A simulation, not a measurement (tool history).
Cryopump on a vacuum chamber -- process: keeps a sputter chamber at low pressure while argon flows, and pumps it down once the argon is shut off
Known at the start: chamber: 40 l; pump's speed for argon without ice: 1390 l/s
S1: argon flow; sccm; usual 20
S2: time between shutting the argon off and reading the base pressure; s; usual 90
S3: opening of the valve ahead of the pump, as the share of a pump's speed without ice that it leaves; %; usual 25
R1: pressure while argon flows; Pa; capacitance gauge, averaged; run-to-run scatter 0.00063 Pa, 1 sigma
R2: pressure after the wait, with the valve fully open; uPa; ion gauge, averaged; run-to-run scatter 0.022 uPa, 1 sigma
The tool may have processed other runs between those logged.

| run | hour | S1 | S2 | S3 | R1 | R2 |
|---|---|---|---|---|---|---|
| 1 | 0 | 20 | 90 | 25 | 0.1031 | 1.21 |
| 2 | 52.5 | 20 | 43 | 25 | 0.1036 | 1.61 |
| 3 | 106.1 | 20 | 43 | 25 | 0.1049 | 1.62 |
| 4 | 144.2 | 20 | 43 | 25 | 0.1067 | 1.74 |
| 5 | 204.8 | 20 | 100 | 25 | 0.1069 | 1.44 |
| 6 | 240.1 | 20 | 100 | 25 | 0.1075 | 1.45 |
|  | 253.3 | pump warmed up, emptied and cooled again |
| 7 | 281.6 | 14 | 100 | 25 | 0.0689 | 1.18 |
| 8 | 329.9 | 20 | 154 | 25 | 0.099 | 1.11 |
| 9 | 373.2 | 37 | 154 | 25 | 0.1845 | 1.15 |
| 10 | 404.2 | 11 | 90 | 25 | 0.0549 | 1.31 |
| 11 | 458.2 | 20 | 90 | 25 | 0.1012 | 1.37 |
| 12 | 486.2 | 20 | 38 | 25 | 0.1011 | 1.8 |
| 13 | 539.6 | 20 | 38 | 25 | 0.1016 | 1.9 |
| 14 | 571.1 | 20 | 38 | 25 | 0.1017 | 2.02 |
| 15 | 629 | 20 | 38 | 17 | 0.1471 | 2.02 |
| 16 | 680.9 | 17 | 90 | 25 | 0.088 | 1.71 |
| 17 | 720.3 | 17 | 90 | 25 | 0.088 | 1.75 |
| 18 | 774.6 | 25 | 264 | 19 | 0.1688 | 1.62 |
| 19 | 824.9 | 20 | 21 | 29 | 0.0925 | 2.97 |
| 20 | 857.1 | 20 | 21 | 29 | 0.0942 | 3.05 |
|  | 894.3 | pump warmed up, emptied and cooled again |
| 21 | 903.6 | 35 | 90 | 15 | 0.2853 | 1.63 |
| 22 | 938.8 | 35 | 90 | 15 | 0.2836 | 1.67 |
| 23 | 997.5 | 35 | 90 | 15 | 0.2867 | 1.77 |
| 24 | 1060.2 | 35 | 90 | 51 | 0.0881 | 1.85 |
| 25 | 1086.5 | 14 | 195 | 35 | 0.0503 | 1.64 |

Run 26 comes next. What will it give?
| 26 | 1120 | 14 | 90 | 25 | ? | ? |

{"run 26": {"R1": 0.071, "R2": 1.86}}
Take away the tool's hidden state, keep the run-to-run variation as it was, and the same run would have given R1 0.0685 Pa, R2 0.53 uPa.

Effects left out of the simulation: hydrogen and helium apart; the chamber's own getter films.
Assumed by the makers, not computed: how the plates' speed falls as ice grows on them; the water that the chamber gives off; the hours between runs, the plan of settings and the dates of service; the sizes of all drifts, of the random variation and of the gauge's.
